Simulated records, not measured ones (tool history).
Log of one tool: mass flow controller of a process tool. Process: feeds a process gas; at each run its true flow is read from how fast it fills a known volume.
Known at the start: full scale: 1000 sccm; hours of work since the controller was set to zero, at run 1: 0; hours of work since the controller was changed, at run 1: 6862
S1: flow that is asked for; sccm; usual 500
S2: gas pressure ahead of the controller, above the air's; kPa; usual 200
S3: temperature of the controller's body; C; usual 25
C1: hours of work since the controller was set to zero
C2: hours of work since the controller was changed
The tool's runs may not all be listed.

{"run": 1, "hour": 0.0, "S1": 500, "S2": 200, "S3": 25, "C1": 0, "C2": 6862, "true flow (%)": 100.14}
{"run": 2, "hour": 219.9, "S1": 500, "S2": 200, "S3": 25, "C1": 164, "C2": 7025, "true flow (%)": 100.16}
{"run": 3, "hour": 586.1, "S1": 500, "S2": 200, "S3": 25, "C1": 436, "C2": 7298, "true flow (%)": 100.46}
{"run": 4, "hour": 759.1, "S1": 500, "S2": 245, "S3": 25, "C1": 565, "C2": 7426, "true flow (%)": 100.19}
{"run": 5, "hour": 977.1, "S1": 500, "S2": 200, "S3": 25, "C1": 727, "C2": 7589, "true flow (%)": 100.52}
{"run": 6, "hour": 1400.2, "S1": 500, "S2": 200, "S3": 25, "C1": 1042, "C2": 7904, "true flow (%)": 100.79}
{"run": 7, "hour": 1669.3, "S1": 500, "S2": 200, "S3": 25, "C1": 1242, "C2": 8104, "true flow (%)": 100.85}
{"run": 8, "hour": 2036.5, "S1": 500, "S2": 200, "S3": 25, "C1": 1516, "C2": 8377, "true flow (%)": 100.96}
{"run": 9, "hour": 2313.0, "S1": 500, "S2": 200, "S3": 31, "C1": 1721, "C2": 8583, "true flow (%)": 100.36}
{"run": 10, "hour": 2622.7, "S1": 500, "S2": 210, "S3": 25, "C1": 1952, "C2": 8813, "true flow (%)": 101.19}
{"run": 11, "hour": 3041.5, "S1": 500, "S2": 200, "S3": 25, "C1": 2263, "C2": 9125, "true flow (%)": 101.34}
{"run": 12, "hour": 3271.0, "S1": 500, "S2": 200, "S3": 25, "C1": 2434, "C2": 9296, "true flow (%)": 101.45}
{"run": 13, "hour": 3683.7, "S1": 500, "S2": 200, "S3": 25, "C1": 2741, "C2": 9603, "true flow (%)": 101.73}
{"run": 14, "hour": 3897.0, "S1": 500, "S2": 200, "S3": 25, "C1": 2900, "C2": 9762, "true flow (%)": 101.76}
{"run": 15, "hour": 4101.8, "S1": 500, "S2": 200, "S3": 25, "C1": 3052, "C2": 9914, "true flow (%)": 101.77}
{"hour": 4217.8, "done": "controller exchanged for a calibrated one"}
{"run": 16, "hour": 4498.5, "S1": 500, "S2": 200, "S3": 25, "C1": 209, "C2": 209, "true flow (%)": 99.61}
{"run": 17, "hour": 4883.6, "S1": 119, "S2": 200, "S3": 25, "C1": 495, "C2": 495, "true flow (%)": 100.21}
{"run": 18, "hour": 5075.2, "S1": 500, "S2": 266, "S3": 25, "C1": 638, "C2": 638, "true flow (%)": 99.3}
{"run": 19, "hour": 5366.6, "S1": 900, "S2": 198, "S3": 31, "C1": 855, "C2": 855, "true flow (%)": 99.61}
{"hour": 5386.0, "done": "controller's zero set anew"}
{"run": 20, "hour": 5706.9, "S1": 500, "S2": 200, "S3": 26, "C1": 239, "C2": 1108, "true flow (%)": 100.03}
{"run": 21, "hour": 6088.1, "S1": 242, "S2": 267, "S3": 26, "C1": 523, "C2": 1391, "true flow (%)": 100.12}
{"run": 22, "hour": 6511.2, "S1": 352, "S2": 275, "S3": 24, "C1": 837, "C2": 1706, "true flow (%)": 100.26}
{"run": 23, "hour": 6724.1, "S1": 352, "S2": 275, "S3": 24, "C1": 996, "C2": 1865, "true flow (%)": 100.43}
{"run": 24, "hour": 7111.0, "S1": 247, "S2": 275, "S3": 23, "C1": 1284, "C2": 2153, "true flow (%)": 101.22}
{"run": 25, "hour": 7524.7, "S1": 121, "S2": 256, "S3": 30, "C1": 1592, "C2": 2461, "true flow (%)": 102.92}
{"hour": 7734.5, "done": "controller's zero set anew, once more"}
{"run": 26, "hour": 7894.1, "S1": 121, "S2": 256, "S3": 30, "C1": 119, "C2": 2735, "true flow (%)": 98.82}
{"run": 27, "hour": 8167.6, "S1": 514, "S2": 200, "S3": 29, "C1": 322, "C2": 2939, "true flow (%)": 99.59}
{"run": 28, "hour": 8349.7, "S1": 514, "S2": 200, "S3": 29, "C1": 458, "C2": 3074, "true flow (%)": 99.66}
{"run": 29, "hour": 8765.4, "S1": 193, "S2": 146, "S3": 25, "C1": 767, "C2": 3383, "true flow (%)": 100.88}
{"run": 30, "hour": 9051.5, "S1": 610, "S2": 146, "S3": 38, "C1": 980, "C2": 3596, "true flow (%)": 99.31}
{"run": 31, "hour": 9289.5, "S1": 610, "S2": 146, "S3": 38, "C1": 1157, "C2": 3773, "true flow (%)": 99.41}
{"run": 32, "hour": 9605.0, "S1": 412, "S2": 185, "S3": 28, "C1": 1392, "C2": 4008, "true flow (%)": 100.41}
{"run": 33, "hour": 9825.9, "S1": 280, "S2": 200, "S3": 34, "C1": 1556, "C2": 4173, "true flow (%)": 100.05}
{"run": 34, "hour": 10215.6, "S1": 511, "S2": 200, "S3": 25, "C1": 1846, "C2": 4463, "true flow (%)": 100.95}
{"run": 35, "hour": 10497.7, "S1": 511, "S2": 200, "S3": 25, "C1": 2056, "C2": 4673, "true flow (%)": 101.01}

The same runs without the tool's hidden state, with the same run-to-run variation:
The hidden state here: flow at rest that the sensor doesn't see, % of full scale; true flow over the shown one, %; drift of the gauge itself on true_pct, %.
run=1 true_flow_(%)=99.36
run=2 true_flow_(%)=99.3
run=3 true_flow_(%)=99.46
run=4 true_flow_(%)=99.12
run=5 true_flow_(%)=99.37
run=6 true_flow_(%)=99.47
run=7 true_flow_(%)=99.43
run=8 true_flow_(%)=99.4
run=9 true_flow_(%)=98.69
run=10 true_flow_(%)=99.39
run=11 true_flow_(%)=99.38
run=12 true_flow_(%)=99.4
run=13 true_flow_(%)=99.51
run=14 true_flow_(%)=99.45
run=15 true_flow_(%)=99.39
run=16 true_flow_(%)=99.42
run=17 true_flow_(%)=98.96
run=18 true_flow_(%)=98.89
run=19 true_flow_(%)=99.27
run=20 true_flow_(%)=99.28
run=21 true_flow_(%)=98.47
run=22 true_flow_(%)=98.86
run=23 true_flow_(%)=98.93
run=24 true_flow_(%)=98.92
run=25 true_flow_(%)=98.04
run=26 true_flow_(%)=97.93
run=27 true_flow_(%)=98.98
run=28 true_flow_(%)=98.98
run=29 true_flow_(%)=99.48
run=30 true_flow_(%)=98.44
run=31 true_flow_(%)=98.45
run=32 true_flow_(%)=99.11
run=33 true_flow_(%)=98.27
run=34 true_flow_(%)=99.55
run=35 true_flow_(%)=99.51
